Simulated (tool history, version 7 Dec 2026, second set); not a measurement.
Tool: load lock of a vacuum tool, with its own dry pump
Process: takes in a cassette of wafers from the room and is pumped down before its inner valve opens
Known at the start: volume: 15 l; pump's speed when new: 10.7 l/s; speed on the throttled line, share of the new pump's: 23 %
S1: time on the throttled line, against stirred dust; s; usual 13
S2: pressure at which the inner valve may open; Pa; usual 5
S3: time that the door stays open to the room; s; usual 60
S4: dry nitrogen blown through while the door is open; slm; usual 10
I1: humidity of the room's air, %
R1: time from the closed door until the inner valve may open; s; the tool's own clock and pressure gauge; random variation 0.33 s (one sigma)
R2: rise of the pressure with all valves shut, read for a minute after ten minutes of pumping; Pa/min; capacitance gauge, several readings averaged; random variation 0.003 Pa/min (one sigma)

run 1 hour=0.0 | S1=13 S2=5 S3=60 S4=10 | I1=41.4 | R1=24.9 R2=0.361
run 2 hour=294.0 | S1=12 S2=5 S3=60 S4=10 | I1=45.4 | R1=24.1 R2=0.380
run 3 hour=533.5 | S1=12 S2=5 S3=60 S4=10 | I1=42.3 | R1=24.8 R2=0.378
-- hour=560.1 door's seal changed, seat wiped
run 4 hour=897.2 | S1=13 S2=5 S3=60 S4=10 | I1=46.9 | R1=25.0 R2=0.053
run 5 hour=1249.4 | S1=13 S2=5 S3=60 S4=10 | I1=40.4 | R1=25.2 R2=0.050
run 6 hour=1766.2 | S1=13 S2=5 S3=60 S4=10 | I1=48.1 | R1=24.8 R2=0.064
run 7 hour=2225.7 | S1=13 S2=5 S3=127 S4=10 | I1=41.0 | R1=25.7 R2=0.098

Run 8 comes next. What will it give?
run 8 hour=2788.8 | S1=13 S2=5 S3=128 S4=10 | I1=47.0 | R1=? R2=?

Run 8 gave R1 25.4 s, R2 0.119 Pa/min.
Without the tool's hidden state the same run would have given R1 23.6 s, R2 0.085 Pa/min.
